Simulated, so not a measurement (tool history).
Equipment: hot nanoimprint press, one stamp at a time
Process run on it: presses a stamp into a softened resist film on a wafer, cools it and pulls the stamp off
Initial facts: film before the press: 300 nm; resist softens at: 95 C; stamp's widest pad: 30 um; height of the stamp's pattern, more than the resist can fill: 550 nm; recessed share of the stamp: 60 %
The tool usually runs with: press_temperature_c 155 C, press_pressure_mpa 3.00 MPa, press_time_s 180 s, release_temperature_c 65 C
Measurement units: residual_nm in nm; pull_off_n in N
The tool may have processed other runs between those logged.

Run 1, hour 0.0: usual settings. Result: residual_nm 173.4 nm, pull_off_n 204 N.
Run 2, hour 7.5: usual settings but press_pressure_mpa 2.38 MPa. Result: residual_nm 193.2 nm, pull_off_n 204 N.
Run 3, hour 16.0: usual settings but press_time_s 327 s. Result: residual_nm 145.1 nm, pull_off_n 202 N.
Run 4, hour 20.2: usual settings but press_time_s 327 s. Result: residual_nm 144.8 nm, pull_off_n 200 N.
Run 5, hour 28.2: usual settings but press_pressure_mpa 4.68 MPa. Result: residual_nm 139.3 nm, pull_off_n 207 N.
Run 6, hour 34.9: usual settings. Result: residual_nm 173.9 nm, pull_off_n 205 N.
Run 7, hour 39.3: usual settings but press_pressure_mpa 3.35 MPa. Result: residual_nm 165.0 nm, pull_off_n 208 N.
Run 8, hour 49.3: usual settings but press_pressure_mpa 3.35 MPa. Result: residual_nm 165.0 nm, pull_off_n 208 N.
Run 9, hour 55.2: usual settings but press_temperature_c 151 C. Result: residual_nm 201.7 nm, pull_off_n 210 N.
Run 10, hour 61.1: usual settings. Result: residual_nm 174.7 nm, pull_off_n 207 N.
Run 11, hour 68.4: usual settings but press_pressure_mpa 2.14 MPa. Result: residual_nm 202.5 nm, pull_off_n 207 N.
Run 12, hour 76.9: usual settings but press_pressure_mpa 2.14 MPa. Result: residual_nm 201.8 nm, pull_off_n 214 N.
Run 13, hour 81.7: usual settings but press_pressure_mpa 2.14 MPa. Result: residual_nm 202.9 nm, pull_off_n 203 N.
Run 14, hour 86.0: usual settings. Result: residual_nm 174.6 nm, pull_off_n 216 N.
Run 15, hour 94.6: usual settings. Result: residual_nm 174.7 nm, pull_off_n 218 N.
Run 16, hour 101.1: usual settings. Result: residual_nm 175.1 nm, pull_off_n 215 N.
Run 17, hour 106.7: usual settings but press_temperature_c 149 C, press_pressure_mpa 3.08 MPa, release_temperature_c 70 C. Result: residual_nm 213.4 nm, pull_off_n 191 N.
Run 18, hour 116.1: usual settings but press_temperature_c 163 C, press_pressure_mpa 1.91 MPa, press_time_s 181 s, release_temperature_c 59 C. Result: residual_nm 163.5 nm, pull_off_n 259 N.
Run 19, hour 125.3: usual settings but press_temperature_c 163 C, press_pressure_mpa 4.04 MPa, press_time_s 181 s, release_temperature_c 62 C. Result: residual_nm 108.9 nm, pull_off_n 237 N.
Run 20, hour 131.7: usual settings but press_temperature_c 163 C, press_pressure_mpa 4.04 MPa, press_time_s 181 s, release_temperature_c 62 C. Result: residual_nm 109.3 nm, pull_off_n 236 N.
At hour 135.3: plate thermocouple calibrated.
Run 21, hour 142.4: usual settings but press_temperature_c 163 C, press_pressure_mpa 4.04 MPa, press_time_s 181 s, release_temperature_c 62 C. Result: residual_nm 110.6 nm, pull_off_n 233 N.
Run 22, hour 149.2: usual settings but press_temperature_c 156 C, press_pressure_mpa 3.08 MPa, press_time_s 212 s, release_temperature_c 52 C. Result: residual_nm 160.7 nm, pull_off_n 312 N.
Run 23, hour 154.9: usual settings but press_temperature_c 165 C, press_pressure_mpa 3.08 MPa, press_time_s 172 s, release_temperature_c 64 C. Result: residual_nm 121.8 nm, pull_off_n 235 N.
Run 24, hour 162.4: usual settings but press_temperature_c 151 C, press_pressure_mpa 3.31 MPa, press_time_s 284 s, release_temperature_c 51 C. Result: residual_nm 173.7 nm, pull_off_n 310 N.
Run 25, hour 171.4: usual settings but press_temperature_c 165 C, press_pressure_mpa 3.31 MPa, press_time_s 124 s, release_temperature_c 51 C. Result: residual_nm 130.6 nm, pull_off_n 314 N.
At hour 181.2: plate thermocouple calibrated, once more.
Run 26, hour 183.5: usual settings but press_temperature_c 165 C, press_pressure_mpa 2.30 MPa, press_time_s 114 s, release_temperature_c 51 C. Result: residual_nm 157.7 nm, pull_off_n 312 N.

The next listed run, before its measurement:
Run 27, hour 189.4: usual settings but press_temperature_c 165 C, press_pressure_mpa 2.30 MPa, press_time_s 114 s, release_temperature_c 51 C. Result: residual_nm ?, pull_off_n ?.

residual_nm: 158.8 nm
pull_off_n: 323 N
On a tool with no hidden condition, and with the same random variation, this run would have come out at residual_nm 158.8 nm, pull_off_n 244 N.
